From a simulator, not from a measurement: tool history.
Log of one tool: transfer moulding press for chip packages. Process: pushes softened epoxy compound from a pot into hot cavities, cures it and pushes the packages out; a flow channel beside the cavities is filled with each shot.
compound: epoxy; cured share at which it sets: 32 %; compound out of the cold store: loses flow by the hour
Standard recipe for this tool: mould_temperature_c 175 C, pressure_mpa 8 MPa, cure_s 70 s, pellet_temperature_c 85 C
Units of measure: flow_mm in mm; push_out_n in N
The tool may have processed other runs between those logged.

run   hour  mould_temperature_c  pressure_mpa  cure_s  pellet_temperature_c  incoming compound's hours out of the cold store  flow_mm  push_out_n
  1      0                  175             8      70                    85                                             13.7      823         412
  2   18.3                  175             8      70                    85                                             41.3      766         410
      28.7  -- plunger's sealing rings changed
  3   32.8                  175             8      70                    85                                             30.8      791         411
      46.4  -- cavities cleaned with cleaning compound and waxed
      59.3  -- mould's thermocouples calibrated
  4   61.9                  175             8      70                    85                                             27.8      787         412
  5   76.5                  175             8      70                    85                                             41.3      763         417
  6   92.9                  175             8      70                    85                                             24.5      803         428
      98.8  -- cavities cleaned with cleaning compound and waxed
  7    123                  175             8      70                    78                                             10.8      829         424
     147.7  -- cavities cleaned with cleaning compound and waxed
  8  149.7                  175             8      70                    85                                             28.3      789         391
  9  175.4                  182             8      70                    85                                             25.2      768         342
 10  192.5                  182             8      70                    85                                             17.5      789         347
     196.4  -- cavities cleaned with cleaning compound and waxed
 11  208.2                  182             8      70                    85                                             14.3      789         359
 12  229.6                  182             8      70                    85                                             21.4      784         333
     245.9  -- cavities cleaned with cleaning compound and waxed
 13    260                  182             8      70                    85                                             25.3      773         360
 14  286.9                  169             8      70                    85                                             20.8      826         595
     294.6  -- cavities cleaned with cleaning compound and waxed
 15  314.8                  168          8.61      64                    85                                             46.4      803         749
 16    327                  175             8      70                    80                                             17.1      811         404
     344.7  -- cavities cleaned with cleaning compound and waxed
 17  344.7                  175             8      70                    80                                             28.6      793         420
 18  360.7                  175             8      70                    80                                              8.8      825         427
 19  377.7                  175          7.74      53                    85                                             17.3      798         780
     394.8  -- cavities cleaned with cleaning compound and waxed
 20  399.4                  171          7.74      53                    82                                             23.5      804         996
 21  418.6                  175             8      62                    85                                             41.8      769         498
 22  435.6                  175          9.29      94                    85                                              9.2      900         343
     443.5  -- plunger's sealing rings changed
     446.7  -- cavities cleaned with cleaning compound and waxed
 23  454.4                  170             8      54                    83                                             18.8      824        1090
 24  475.7                  170          9.98      54                    91                                             11.1      937        1032
       496  -- cavities cleaned with cleaning compound and waxed
 25  497.4                  176          8.84      84                    86                                             41.8      799         352
 26    513                  175             8      54                    91                                             22.7      809         719
 27  540.8                  175           6.5      96                    85                                             17.6      734         364

Some steps in push_out_n between neighbouring runs. How much of each would the tool show without its hidden state too (settings, what came in, random variation), and how much is left for the hidden state, with any gauge scatter that isn't in both results?
Hidden state at play: true mould temperature over the reading, C; pressure that reaches the compound, % of what is set; grip of the stained cavities, % over clean ones'; drift of the gauge itself on flow_mm, %; drift of the gauge itself on push_out_n, %.
Run 22 -> 23: mould_temperature_c 175 -> 170, pressure_mpa 9.29 -> 8, cure_s 94 -> 54, pellet_temperature_c 85 -> 83, plunger's sealing rings changed, cavities cleaned with cleaning compound and waxed. push_out_n +747 N: hidden state +0, all else +747.
Run 23 -> 24: pressure_mpa 8 -> 9.98, pellet_temperature_c 83 -> 91. push_out_n -58 N: hidden state +6, all else -64.
Run 24 -> 25: mould_temperature_c 170 -> 176, pressure_mpa 9.98 -> 8.84, cure_s 54 -> 84, pellet_temperature_c 91 -> 86, cavities cleaned with cleaning compound and waxed. push_out_n -680 N: hidden state -8, all else -672.

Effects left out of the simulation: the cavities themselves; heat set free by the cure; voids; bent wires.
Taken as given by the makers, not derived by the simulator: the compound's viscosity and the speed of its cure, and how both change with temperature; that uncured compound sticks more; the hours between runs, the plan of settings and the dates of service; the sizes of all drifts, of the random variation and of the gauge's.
